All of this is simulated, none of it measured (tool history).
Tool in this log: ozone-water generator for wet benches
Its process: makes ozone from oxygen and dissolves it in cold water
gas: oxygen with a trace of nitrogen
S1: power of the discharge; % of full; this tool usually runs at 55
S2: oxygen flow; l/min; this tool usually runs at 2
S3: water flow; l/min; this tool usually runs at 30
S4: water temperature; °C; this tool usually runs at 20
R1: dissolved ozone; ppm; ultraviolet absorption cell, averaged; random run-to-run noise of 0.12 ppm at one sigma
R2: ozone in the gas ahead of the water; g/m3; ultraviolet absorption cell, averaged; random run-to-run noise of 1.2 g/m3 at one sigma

Run 1, day 0: usual settings. Result: R1 9.8 ppm, R2 211.9 g/m3.
Run 2, day 2.804: usual settings. Result: R1 10.1 ppm, R2 212.9 g/m3.
Run 3, day 6.738: usual settings but S2 1.45 l/min. Result: R1 9.1 ppm, R2 256.1 g/m3.
Run 4, day 9.846: usual settings but S2 1.45 l/min. Result: R1 9 ppm, R2 253.1 g/m3.
Run 5, day 13.804: usual settings but S2 1.45 l/min. Result: R1 9 ppm, R2 253.3 g/m3.
Run 6, day 18.567: usual settings but S2 1.45 l/min. Result: R1 9.3 ppm, R2 254.5 g/m3.
Run 7, day 23.15: usual settings but S2 1.45 l/min. Result: R1 9.3 ppm, R2 255 g/m3.
Run 8, day 26.333: usual settings but S2 1.45 l/min. Result: R1 9.2 ppm, R2 255 g/m3.
Run 9, day 28.517: usual settings but S2 1.45 l/min. Result: R1 9.2 ppm, R2 255.5 g/m3.
Run 10, day 32.721: usual settings but S2 1.45 l/min. Result: R1 9 ppm, R2 255.6 g/m3.
Run 11, day 35.583: usual settings but S3 25 l/min. Result: R1 11.8 ppm, R2 212.1 g/m3.
Run 12, day 39.642: usual settings but S3 25 l/min. Result: R1 11.8 ppm, R2 212.7 g/m3.
Run 13, day 43.5: usual settings but S3 25 l/min. Result: R1 11.8 ppm, R2 213.4 g/m3.
Run 14, day 48.021: usual settings but S3 25 l/min. Result: R1 11.8 ppm, R2 210.3 g/m3.
Run 15, day 51.221: usual settings. Result: R1 10.1 ppm, R2 211.8 g/m3.
Run 16, day 55.558: usual settings. Result: R1 10 ppm, R2 214 g/m3.
Run 17, day 59.125: usual settings but S1 60 % of full, S2 1.55 l/min, S3 28 l/min, S4 22 °C. Result: R1 10.4 ppm, R2 266.4 g/m3.
Run 18, day 62.617: usual settings but S1 71 % of full, S3 32 l/min, S4 12 °C. Result: R1 12.1 ppm, R2 265.3 g/m3.
Run 19, day 66.3: usual settings but S2 3.56 l/min. Result: R1 11.3 ppm, R2 153.4 g/m3.
Run 20, day 68.558: usual settings but S2 3.56 l/min, S3 27 l/min, S4 19 °C. Result: R1 12.2 ppm, R2 153.1 g/m3.
Run 21, day 72.05: usual settings but S2 3.56 l/min, S3 27 l/min, S4 19 °C. Result: R1 12.3 ppm, R2 154.1 g/m3.
Run 22, day 76.088: usual settings but S1 89 % of full, S3 38 l/min. Result: R1 12.4 ppm, R2 322 g/m3.
Run 23, day 80.667: usual settings but S1 61 % of full, S2 2.07 l/min, S3 27 l/min. Result: R1 12.2 ppm, R2 229.6 g/m3.
Run 24, day 84.092: usual settings but S1 61 % of full, S2 2.07 l/min, S3 27 l/min. Result: R1 12 ppm, R2 227.1 g/m3.
Run 25, day 88.467: usual settings but S1 90 % of full, S2 2.91 l/min, S3 39 l/min, S4 14 °C. Result: R1 13.6 ppm, R2 266.4 g/m3.
Run 26, day 93.104: usual settings but S2 1.02 l/min, S3 25 l/min, S4 15 °C. Result: R1 10.1 ppm, R2 313.4 g/m3.
Run 27, day 95.529: usual settings but S2 2.65 l/min, S3 22 l/min, S4 19 °C. Result: R1 14.1 ppm, R2 179.7 g/m3.
Run 28, day 97.504: usual settings but S1 81 % of full, S2 1.57 l/min. Result: R1 13.3 ppm, R2 346.3 g/m3.
At day 98.762: contactor cleaned.
Run 29, day 100.817: usual settings but S1 72 % of full, S4 17 °C. Result: R1 12.9 ppm, R2 268.8 g/m3.
Run 30, day 103.292: usual settings but S1 71 % of full, S4 22 °C. Result: R1 12.4 ppm, R2 267.3 g/m3.
Run 31, day 105.554: usual settings but S1 68 % of full, S4 17 °C. Result: R1 12.2 ppm, R2 256.6 g/m3.
Run 32, day 107.742: usual settings but S2 1.22 l/min, S3 28 l/min, S4 23 °C. Result: R1 9.3 ppm, R2 282 g/m3.

4 ways to go on from here, each from the tool as it stands after run 32. What would each give?
Run A, day 111.042: usual settings but S1 75 % of full, S2 1.22 l/min, S3 28 l/min, S4 13 °C. Result: R1 ?, R2 ?.
Run B, day 111.042: usual settings but S1 53 % of full, S2 1.22 l/min, S3 28 l/min, S4 23 °C. Result: R1 ?, R2 ?.
Run C, day 111.042: usual settings but S2 3.15 l/min, S3 28 l/min, S4 23 °C. Result: R1 ?, R2 ?.
Run D, day 111.042: usual settings but S1 48 % of full, S2 1.08 l/min, S3 28 l/min, S4 15 °C. Result: R1 ?, R2 ?.

run    R1     R2
  A  12.5  371.3
  B     9  271.9
  C  11.4  165.7
  D   8.1  267.4
Stripped of hidden state, with their random variation kept, the same runs would have yielded:
run    R1     R2
  A  12.5  371.5
  B     9    272
  C  11.4  165.8
  D   8.1  267.5
